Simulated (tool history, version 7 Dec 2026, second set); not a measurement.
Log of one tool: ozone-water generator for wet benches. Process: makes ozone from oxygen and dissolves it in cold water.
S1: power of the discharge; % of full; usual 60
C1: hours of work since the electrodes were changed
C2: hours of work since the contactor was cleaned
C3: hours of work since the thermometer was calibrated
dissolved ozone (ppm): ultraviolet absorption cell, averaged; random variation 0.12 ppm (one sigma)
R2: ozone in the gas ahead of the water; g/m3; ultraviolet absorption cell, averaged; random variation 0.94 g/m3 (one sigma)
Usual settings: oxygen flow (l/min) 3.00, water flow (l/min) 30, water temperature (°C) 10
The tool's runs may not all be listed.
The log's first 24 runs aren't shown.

run 25 day=143.646 | S1=48 oxygen_flow_(l/min)=3.00 water_flow_(l/min)=30 water_temperature_(°C)=10 | C1=4136 C2=922 C3=404 | dissolved_ozone_(ppm)=7.1 R2=115.4
-- day=146.221 contactor cleaned, once more
run 26 day=150.296 | S1=48 oxygen_flow_(l/min)=3.74 water_flow_(l/min)=38 water_temperature_(°C)=15 | C1=4275 C2=88 C3=543 | dissolved_ozone_(ppm)=6.1 R2=100.5
run 27 day=155.896 | S1=48 oxygen_flow_(l/min)=3.74 water_flow_(l/min)=38 water_temperature_(°C)=15 | C1=4395 C2=208 C3=664 | dissolved_ozone_(ppm)=6.1 R2=100.2
run 28 day=162.362 | S1=67 oxygen_flow_(l/min)=2.32 water_flow_(l/min)=38 water_temperature_(°C)=15 | C1=4534 C2=347 C3=802 | dissolved_ozone_(ppm)=6.3 R2=157.2
run 29 day=171.342 | S1=67 oxygen_flow_(l/min)=2.32 water_flow_(l/min)=40 water_temperature_(°C)=8 | C1=4727 C2=539 C3=995 | dissolved_ozone_(ppm)=6.1 R2=155.8
run 30 day=177.508 | S1=57 oxygen_flow_(l/min)=2.70 water_flow_(l/min)=35 water_temperature_(°C)=10 | C1=4859 C2=672 C3=1128 | dissolved_ozone_(ppm)=6.7 R2=129.6
run 31 day=185.779 | S1=65 oxygen_flow_(l/min)=1.71 water_flow_(l/min)=45 water_temperature_(°C)=7 | C1=5037 C2=849 C3=1305 | dissolved_ozone_(ppm)=4.7 R2=177.3
run 32 day=190.942 | S1=65 oxygen_flow_(l/min)=1.71 water_flow_(l/min)=45 water_temperature_(°C)=7 | C1=5148 C2=960 C3=1416 | dissolved_ozone_(ppm)=4.7 R2=176.2

Forecast each of these 5 alternatives for the next run:
run A day=199.492 | S1=40 oxygen_flow_(l/min)=2.69 water_flow_(l/min)=30 water_temperature_(°C)=7 | C1=5331 C2=1144 C3=1600 | dissolved_ozone_(ppm)=? R2=?
run B day=199.492 | S1=65 oxygen_flow_(l/min)=4.77 water_flow_(l/min)=45 water_temperature_(°C)=7 | C1=5331 C2=1144 C3=1600 | dissolved_ozone_(ppm)=? R2=?
run C day=199.492 | S1=60 oxygen_flow_(l/min)=3.35 water_flow_(l/min)=29 water_temperature_(°C)=13 | C1=5331 C2=1144 C3=1600 | dissolved_ozone_(ppm)=? R2=?
run D day=199.492 | S1=65 oxygen_flow_(l/min)=4.04 water_flow_(l/min)=45 water_temperature_(°C)=7 | C1=5331 C2=1144 C3=1600 | dissolved_ozone_(ppm)=? R2=?
run E day=199.492 | S1=55 oxygen_flow_(l/min)=1.71 water_flow_(l/min)=22 water_temperature_(°C)=7 | C1=5331 C2=1144 C3=1600 | dissolved_ozone_(ppm)=? R2=?

run=A dissolved_ozone_(ppm)=6.3 R2=106.4
run=B dissolved_ozone_(ppm)=6.4 R2=97.5
run=C dissolved_ozone_(ppm)=7.9 R2=113.8
run=D dissolved_ozone_(ppm)=6.0 R2=105.7
run=E dissolved_ozone_(ppm)=9.0 R2=160.9
Without the tool's hidden state the same runs would have given:
run=A dissolved_ozone_(ppm)=7.8 R2=130.0
run=B dissolved_ozone_(ppm)=8.6 R2=130.3
run=C dissolved_ozone_(ppm)=10.6 R2=150.0
run=D dissolved_ozone_(ppm)=8.1 R2=141.4
run=E dissolved_ozone_(ppm)=11.7 R2=208.5
